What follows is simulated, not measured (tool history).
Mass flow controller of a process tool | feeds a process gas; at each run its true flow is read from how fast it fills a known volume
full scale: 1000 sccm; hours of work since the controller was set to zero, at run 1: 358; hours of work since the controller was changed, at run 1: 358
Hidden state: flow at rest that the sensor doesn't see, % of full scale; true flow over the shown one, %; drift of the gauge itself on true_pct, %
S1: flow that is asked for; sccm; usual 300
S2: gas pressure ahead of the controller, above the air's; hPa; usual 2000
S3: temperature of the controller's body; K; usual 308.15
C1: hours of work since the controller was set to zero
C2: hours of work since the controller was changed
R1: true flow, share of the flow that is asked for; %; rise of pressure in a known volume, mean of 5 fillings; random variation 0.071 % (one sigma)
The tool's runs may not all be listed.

| run | hour | S1 | S2 | S3 | C1 | C2 | R1 |
|---|---|---|---|---|---|---|---|
| 1 | 0 | 300 | 2000 | 308.15 | 358 | 358 | 100.08 |
| 2 | 54.4 | 300 | 2000 | 308.15 | 376 | 376 | 100.07 |
| 3 | 128.6 | 300 | 2000 | 308.15 | 400 | 400 | 100.16 |
| 4 | 211.5 | 300 | 2000 | 308.15 | 427 | 427 | 100.09 |
| 5 | 297.7 | 300 | 2000 | 308.15 | 455 | 455 | 100.09 |
| 6 | 390.7 | 300 | 2000 | 308.15 | 485 | 485 | 100.09 |
| 7 | 439.4 | 300 | 2000 | 308.15 | 501 | 501 | 100.12 |
| 8 | 519.4 | 300 | 2000 | 308.15 | 527 | 527 | 100.03 |
| 9 | 610.9 | 300 | 2000 | 308.15 | 557 | 557 | 100.21 |
| 10 | 679.2 | 300 | 2000 | 308.15 | 579 | 579 | 100.07 |
| 11 | 750.2 | 300 | 2000 | 308.15 | 602 | 602 | 100.16 |
| 12 | 820.8 | 300 | 1770 | 308.15 | 625 | 625 | 100.22 |
| 13 | 865.8 | 267 | 1770 | 308.15 | 640 | 640 | 100.22 |
| 14 | 915.5 | 267 | 1770 | 308.15 | 656 | 656 | 100.15 |
| 15 | 985 | 127 | 2230 | 307.15 | 679 | 679 | 99.88 |
| 16 | 1037.9 | 300 | 2450 | 312.15 | 696 | 696 | 99.88 |
| 17 | 1114.5 | 715 | 1730 | 294.15 | 721 | 721 | 99.85 |
| 18 | 1161.3 | 715 | 1730 | 302.15 | 736 | 736 | 100.15 |
| 19 | 1242.9 | 187 | 1730 | 302.15 | 763 | 763 | 99.95 |
| 20 | 1319.7 | 487 | 1730 | 307.15 | 788 | 788 | 100.38 |
| 21 | 1378.7 | 487 | 1730 | 307.15 | 807 | 807 | 100.29 |
| 22 | 1454 | 300 | 2710 | 303.15 | 832 | 832 | 99.48 |

4 ways to go on from here, each from the tool as it stands after run 22. What would each give?
| A | 1527.7 | 300 | 2790 | 303.15 | 856 | 856 | ? |
| B | 1527.7 | 300 | 2710 | 294.15 | 856 | 856 | ? |
| C | 1527.7 | 300 | 1480 | 303.15 | 856 | 856 | ? |
| D | 1527.7 | 273 | 2000 | 297.15 | 856 | 856 | ? |

| run | R1 |
|---|---|
| A | 99.42 |
| B | 99.19 |
| C | 100.23 |
| D | 99.64 |
Without the tool's hidden state the same runs would have given:
| run | R1 |
|---|---|
| A | 99.42 |
| B | 99.18 |
| C | 100.23 |
| D | 99.64 |
